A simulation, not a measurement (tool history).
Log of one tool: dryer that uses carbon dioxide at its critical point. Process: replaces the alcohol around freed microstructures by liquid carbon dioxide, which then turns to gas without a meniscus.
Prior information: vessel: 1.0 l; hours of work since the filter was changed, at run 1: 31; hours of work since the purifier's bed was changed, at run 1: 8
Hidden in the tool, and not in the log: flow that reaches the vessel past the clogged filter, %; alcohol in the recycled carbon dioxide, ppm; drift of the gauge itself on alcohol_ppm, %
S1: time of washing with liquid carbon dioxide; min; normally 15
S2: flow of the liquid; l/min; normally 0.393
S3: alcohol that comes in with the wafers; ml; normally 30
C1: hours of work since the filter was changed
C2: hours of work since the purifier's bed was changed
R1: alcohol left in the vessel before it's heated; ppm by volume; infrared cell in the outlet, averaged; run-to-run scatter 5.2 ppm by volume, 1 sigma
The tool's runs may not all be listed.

| run | hour | S1 | S2 | S3 | C1 | C2 | R1 |
|---|---|---|---|---|---|---|---|
| 1 | 0.0 | 15 | 0.393 | 30 | 31 | 8 | 110 |
| 2 | 9.3 | 15 | 0.393 | 100 | 37 | 14 | 364 |
| 3 | 21.0 | 15 | 0.393 | 100 | 44 | 21 | 372 |
| 4 | 30.0 | 15 | 0.393 | 30 | 50 | 27 | 128 |
| 5 | 46.0 | 15 | 0.393 | 39 | 60 | 38 | 160 |
| 6 | 59.0 | 15 | 0.393 | 39 | 69 | 46 | 177 |
| 7 | 73.1 | 15 | 0.393 | 39 | 78 | 55 | 181 |
| 8 | 84.6 | 15 | 0.393 | 39 | 85 | 62 | 189 |
| 9 | 99.1 | 15 | 0.393 | 39 | 95 | 72 | 197 |
| 10 | 112.4 | 15 | 0.393 | 22 | 103 | 80 | 123 |
| 11 | 131.3 | 15 | 0.393 | 22 | 115 | 93 | 129 |
| 12 | 147.9 | 15 | 0.393 | 22 | 126 | 103 | 139 |
| 13 | 158.4 | 15 | 0.393 | 22 | 133 | 110 | 148 |
| 14 | 173.7 | 15 | 0.393 | 22 | 143 | 120 | 149 |
| 15 | 183.1 | 15 | 0.393 | 30 | 149 | 126 | 201 |
| 16 | 195.1 | 15 | 0.393 | 30 | 157 | 134 | 217 |
| 17 | 207.7 | 15 | 0.393 | 30 | 165 | 142 | 223 |
| 18 | 221.4 | 15 | 0.393 | 30 | 174 | 151 | 226 |
| 19 | 240.9 | 15 | 0.393 | 30 | 186 | 164 | 248 |
| 20 | 256.4 | 15 | 0.393 | 48 | 196 | 174 | 389 |
|  | 272.9 | inlet filter changed |
| 21 | 273.1 | 15 | 0.393 | 48 | 0 | 184 | 162 |
| 22 | 283.8 | 15 | 0.393 | 30 | 7 | 191 | 120 |
| 23 | 293.7 | 15 | 0.393 | 30 | 13 | 197 | 120 |
| 24 | 301.8 | 15 | 0.393 | 30 | 19 | 202 | 133 |
| 25 | 314.2 | 15 | 0.393 | 30 | 27 | 210 | 129 |
| 26 | 331.8 | 15 | 0.393 | 30 | 38 | 222 | 134 |
| 27 | 348.4 | 13 | 0.277 | 20 | 49 | 232 | 698 |
| 28 | 361.4 | 15 | 0.393 | 54 | 57 | 241 | 234 |
| 29 | 380.2 | 15 | 0.393 | 54 | 69 | 253 | 254 |
| 30 | 399.8 | 11 | 0.347 | 36 | 82 | 266 | 1093 |
| 31 | 411.4 | 11 | 0.347 | 36 | 90 | 273 | 1115 |
| 32 | 419.8 | 16 | 0.393 | 30 | 95 | 279 | 127 |
| 33 | 433.6 | 15 | 0.282 | 30 | 104 | 288 | 700 |
| 34 | 442.6 | 22 | 0.393 | 30 | 110 | 293 | 46 |
| 35 | 451.3 | 22 | 0.393 | 30 | 115 | 299 | 49 |
| 36 | 468.6 | 22 | 0.438 | 88 | 127 | 310 | 60 |
| 37 | 483.3 | 13 | 0.630 | 25 | 136 | 320 | 59 |
| 38 | 494.5 | 11 | 0.261 | 25 | 143 | 327 | 2137 |
| 39 | 505.5 | 11 | 0.366 | 57 | 150 | 334 | 1810 |
| 40 | 524.5 | 11 | 0.366 | 57 | 163 | 346 | 1888 |
| 41 | 541.5 | 13 | 0.366 | 63 | 174 | 357 | 1171 |
| 42 | 553.1 | 13 | 0.393 | 30 | 181 | 365 | 474 |
| 43 | 572.2 | 9 | 0.393 | 30 | 194 | 377 | 1651 |
| 44 | 587.4 | 9 | 0.628 | 61 | 203 | 387 | 644 |
|  | 592.9 | inlet filter changed |
| 45 | 596.9 | 19 | 0.377 | 61 | 3 | 392 | 88 |
| 46 | 607.7 | 19 | 0.377 | 61 | 10 | 399 | 110 |

What differs in the tool's unlogged condition from the final listed run ahead of each entry between runs to the first listed run following it?
From run 20 to run 21: inlet filter changed (hour 272.9)
  flow that reaches the vessel past the clogged filter, %: 83 -> 100; alcohol in the recycled carbon dioxide, ppm: 24.5 -> 25.6
  measured minus no-state result, R1: +249 -> +20 ppm by volume
From run 44 to run 45: inlet filter changed (hour 592.9)
  flow that reaches the vessel past the clogged filter, %: 82.4 -> 99.4; alcohol in the recycled carbon dioxide, ppm: 48.6 -> 49.2
  measured minus no-state result, R1: +420 -> +46 ppm by volume

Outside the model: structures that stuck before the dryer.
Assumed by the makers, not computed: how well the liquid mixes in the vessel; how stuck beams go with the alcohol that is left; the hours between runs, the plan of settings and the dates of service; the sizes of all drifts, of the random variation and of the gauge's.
